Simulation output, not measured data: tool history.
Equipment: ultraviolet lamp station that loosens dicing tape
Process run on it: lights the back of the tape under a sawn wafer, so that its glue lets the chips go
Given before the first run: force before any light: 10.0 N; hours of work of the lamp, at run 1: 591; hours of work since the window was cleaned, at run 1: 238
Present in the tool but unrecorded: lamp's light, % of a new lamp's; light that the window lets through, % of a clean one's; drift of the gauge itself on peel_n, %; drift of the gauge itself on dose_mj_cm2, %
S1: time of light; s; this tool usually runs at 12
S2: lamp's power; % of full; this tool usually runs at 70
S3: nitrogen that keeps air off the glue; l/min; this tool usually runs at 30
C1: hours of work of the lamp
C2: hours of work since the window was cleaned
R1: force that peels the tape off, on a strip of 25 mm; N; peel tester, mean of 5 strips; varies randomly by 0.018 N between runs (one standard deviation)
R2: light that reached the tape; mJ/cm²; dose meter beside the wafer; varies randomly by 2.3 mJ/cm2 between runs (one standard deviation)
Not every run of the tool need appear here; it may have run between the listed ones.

run	hour	S1	S2	S3	C1	C2	R1	R2
1	0.0	12	70	30	591	238	1.482	184
2	13.9	12	70	30	601	249	1.510	184
3	25.9	12	70	30	611	259	1.471	179
4	46.3	12	70	30	627	275	1.486	181
5	60.2	12	70	17	638	285	2.067	178
6	81.7	12	70	17	654	302	2.100	181
7	105.8	12	70	17	673	321	2.141	178
# hour 107.4: window cleaned of glue's vapour
8	119.0	12	70	17	683	9	2.186	176
9	133.6	12	70	17	695	21	2.153	172
10	148.5	12	70	17	706	32	2.237	171
11	168.2	12	70	17	722	48	2.227	168
12	183.4	12	70	17	734	59	2.249	168
13	201.6	14	65	30	748	74	1.553	182
14	224.3	12	96	30	765	91	1.027	227
15	246.9	12	70	43	783	109	1.583	160
# hour 249.5: window cleaned of glue's vapour, once more
16	264.8	8	66	50	797	12	2.638	109
17	276.9	9	70	30	806	21	2.385	130
18	300.4	9	70	24	825	40	2.898	127
19	321.8	9	70	24	841	56	2.699	130
20	344.6	9	70	24	859	74	2.898	126
21	361.4	11	89	32	872	87	1.346	196
22	375.3	22	70	21	883	98	0.670	302
23	396.1	22	70	21	899	115	0.707	302
24	417.5	12	70	12	916	131	2.693	164

Hidden state or all else? Some run-to-run changes of R1, split into what the settings, what came in and random variation would give without the hidden state, and what is left for the hidden state (with any gauge scatter that isn't in both results):
Run 20 -> 21: S1 9 -> 11, S2 70 -> 89, S3 24 -> 32. R1 -1.552 N: hidden state -0.462, all else -1.090.
Run 23 -> 24: S1 22 -> 12, S3 21 -> 12. R1 +1.986 N: hidden state +0.832, all else +1.154.

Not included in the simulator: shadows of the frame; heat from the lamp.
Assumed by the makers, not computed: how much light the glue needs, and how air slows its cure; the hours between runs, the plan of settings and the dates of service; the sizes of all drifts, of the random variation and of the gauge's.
